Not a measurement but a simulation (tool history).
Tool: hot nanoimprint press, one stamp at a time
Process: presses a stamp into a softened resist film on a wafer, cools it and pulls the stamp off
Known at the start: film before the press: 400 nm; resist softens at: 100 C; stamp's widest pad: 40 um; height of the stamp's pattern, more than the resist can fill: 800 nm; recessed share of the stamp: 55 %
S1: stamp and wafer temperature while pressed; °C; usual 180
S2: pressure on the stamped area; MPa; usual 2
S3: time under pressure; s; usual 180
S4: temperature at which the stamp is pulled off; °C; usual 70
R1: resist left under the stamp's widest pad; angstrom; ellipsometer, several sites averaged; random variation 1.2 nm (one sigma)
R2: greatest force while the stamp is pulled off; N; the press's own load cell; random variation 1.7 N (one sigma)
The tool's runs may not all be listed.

run 1 day=0 | S1=180 S2=2 S3=180 S4=70 | R1=2068 R2=148
run 2 day=2.7 | S1=180 S2=2 S3=180 S4=70 | R1=2077 R2=152
run 3 day=5.354 | S1=180 S2=2 S3=134 S4=70 | R1=2261 R2=150
run 4 day=7.408 | S1=180 S2=2 S3=180 S4=70 | R1=2079 R2=150
-- day=9.504 plate thermocouple calibrated
-- day=9.962 stamp cleaned and given a new release coat
run 5 day=9.992 | S1=180 S2=2 S3=180 S4=70 | R1=2063 R2=150
run 6 day=12.017 | S1=180 S2=2 S3=180 S4=70 | R1=2075 R2=151
run 7 day=14.488 | S1=180 S2=2 S3=180 S4=65 | R1=2069 R2=160
run 8 day=15.796 | S1=180 S2=2 S3=180 S4=65 | R1=2050 R2=158
run 9 day=17.95 | S1=192 S2=2 S3=180 S4=70 | R1=1278 R2=154
run 10 day=20.721 | S1=180 S2=2 S3=180 S4=70 | R1=2034 R2=153
run 11 day=23.467 | S1=180 S2=2 S3=180 S4=70 | R1=2046 R2=154
-- day=24.542 stamp cleaned and given a new release coat
run 12 day=25.562 | S1=180 S2=2 S3=180 S4=70 | R1=2006 R2=147
run 13 day=28.212 | S1=180 S2=2 S3=180 S4=76 | R1=2028 R2=142
run 14 day=30.354 | S1=180 S2=2 S3=180 S4=76 | R1=2025 R2=139
-- day=32.838 gauge calibrated
run 15 day=32.838 | S1=180 S2=2 S3=180 S4=76 | R1=2075 R2=141
-- day=33.8 press's hydraulic seals changed and the load cell set to zero
run 16 day=35.571 | S1=168 S2=2.69 S3=180 S4=76 | R1=2819 R2=144
run 17 day=37.129 | S1=178 S2=2 S3=172 S4=70 | R1=2240 R2=151
run 18 day=38.396 | S1=180 S2=3.13 S3=180 S4=78 | R1=1616 R2=139
-- day=39.396 stamp cleaned and given a new release coat
-- day=39.983 plate thermocouple calibrated
run 19 day=41.288 | S1=188 S2=2.39 S3=111 S4=72 | R1=1623 R2=144
run 20 day=43.867 | S1=172 S2=2.3 S3=180 S4=61 | R1=2586 R2=162
run 21 day=45.888 | S1=172 S2=2.3 S3=180 S4=61 | R1=2600 R2=167
run 22 day=48.688 | S1=177 S2=1.3 S3=328 S4=74 | R1=2405 R2=144
run 23 day=50.162 | S1=177 S2=1.3 S3=328 S4=74 | R1=2401 R2=143
run 24 day=51.65 | S1=177 S2=1.3 S3=328 S4=74 | R1=2406 R2=146
run 25 day=53.35 | S1=169 S2=2.62 S3=146 S4=69 | R1=2843 R2=154
-- day=54.017 stamp cleaned and given a new release coat
run 26 day=56.121 | S1=185 S2=2.62 S3=146 S4=69 | R1=1540 R2=152
run 27 day=58.729 | S1=180 S2=2.62 S3=192 S4=76 | R1=1713 R2=141
run 28 day=59.912 | S1=180 S2=2.51 S3=180 S4=68 | R1=1803 R2=156
run 29 day=62.154 | S1=180 S2=2.51 S3=180 S4=68 | R1=1805 R2=155

5 ways to go on from here, each from the tool as it stands after run 29. What would each give?
run A day=63.588 | S1=188 S2=2.23 S3=180 S4=65 | R1=? R2=?
run B day=63.588 | S1=180 S2=2.46 S3=222 S4=68 | R1=? R2=?
run C day=63.588 | S1=180 S2=1.33 S3=180 S4=70 | R1=? R2=?
run D day=63.588 | S1=190 S2=2.51 S3=180 S4=57 | R1=? R2=?
run E day=63.588 | S1=180 S2=1.68 S3=203 S4=63 | R1=? R2=?

run=A R1=1385 R2=158
run=B R1=1691 R2=152
run=C R1=2481 R2=149
run=D R1=1214 R2=176
run=E R1=2157 R2=167
Without the tool's hidden state the same runs would have given:
run=A R1=1427 R2=157
run=B R1=1742 R2=152
run=C R1=2557 R2=148
run=D R1=1250 R2=175
run=E R1=2223 R2=166
